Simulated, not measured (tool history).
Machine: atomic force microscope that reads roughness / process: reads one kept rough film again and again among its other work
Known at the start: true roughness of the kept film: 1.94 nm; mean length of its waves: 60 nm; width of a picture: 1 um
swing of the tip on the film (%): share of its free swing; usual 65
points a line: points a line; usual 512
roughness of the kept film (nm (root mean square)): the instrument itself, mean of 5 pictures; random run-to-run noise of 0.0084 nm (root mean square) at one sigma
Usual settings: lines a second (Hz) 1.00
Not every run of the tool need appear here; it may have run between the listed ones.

run,hour,lines a second (Hz),swing of the tip on the film (%),points a line,roughness of the kept film (nm (root mean square))
1,0.0,1.00,65,512,1.839
2,31.3,2.87,65,512,1.671
3,66.9,2.87,65,512,1.645
# hour 98.5: new tip fitted
4,107.4,2.87,65,512,1.706
5,146.2,0.97,65,512,1.804
# hour 196.6: new tip fitted
6,199.8,1.00,65,512,1.833
7,237.1,1.00,65,512,1.802
8,259.0,1.00,80,512,1.696
9,291.1,1.00,65,512,1.733
# hour 295.3: new tip fitted
10,319.4,1.00,65,508,1.818
11,349.0,1.00,65,341,1.793
12,383.4,1.00,65,341,1.753
# hour 394.1: new tip fitted
13,427.1,1.00,65,512,1.809
14,466.1,0.53,62,508,1.808
# hour 495.5: new tip fitted
15,503.1,0.53,62,508,1.885
16,553.5,2.83,65,498,1.673
# hour 593.6: new tip fitted
17,593.6,0.62,83,416,1.791
18,642.2,1.10,59,344,1.809
19,673.1,0.76,65,512,1.796
# hour 692.8: new tip fitted
20,724.1,0.64,62,359,1.840
21,756.8,0.68,56,495,1.819
# hour 791.8: new tip fitted
22,794.2,1.39,71,291,1.785
23,831.8,0.68,71,786,1.805
24,856.9,1.00,87,512,1.636
# hour 890.7: new tip fitted
25,910.3,1.00,65,440,1.828
26,956.2,0.79,75,598,1.768

Difference, measured minus no-hidden-state, one row per run. Run-to-run variation is common to both terms; the gauge's own scatter need not be:
What the log doesn't record here: radius of the tip, nm; height scale over the true one, %; drift of the gauge itself on roughness_nm, %.
run,roughness of the kept film (nm (root mean square))
1,+0.006
2,-0.027
3,-0.063
4,+0.002
5,-0.042
6,+0.007
7,-0.033
8,-0.052
9,-0.087
10,-0.014
11,-0.042
12,-0.080
13,-0.021
14,-0.064
15,+0.008
16,-0.046
17,+0.015
18,-0.041
19,-0.070
20,-0.021
21,-0.053
22,+0.013
23,-0.025
24,-0.047
25,-0.006
26,-0.054
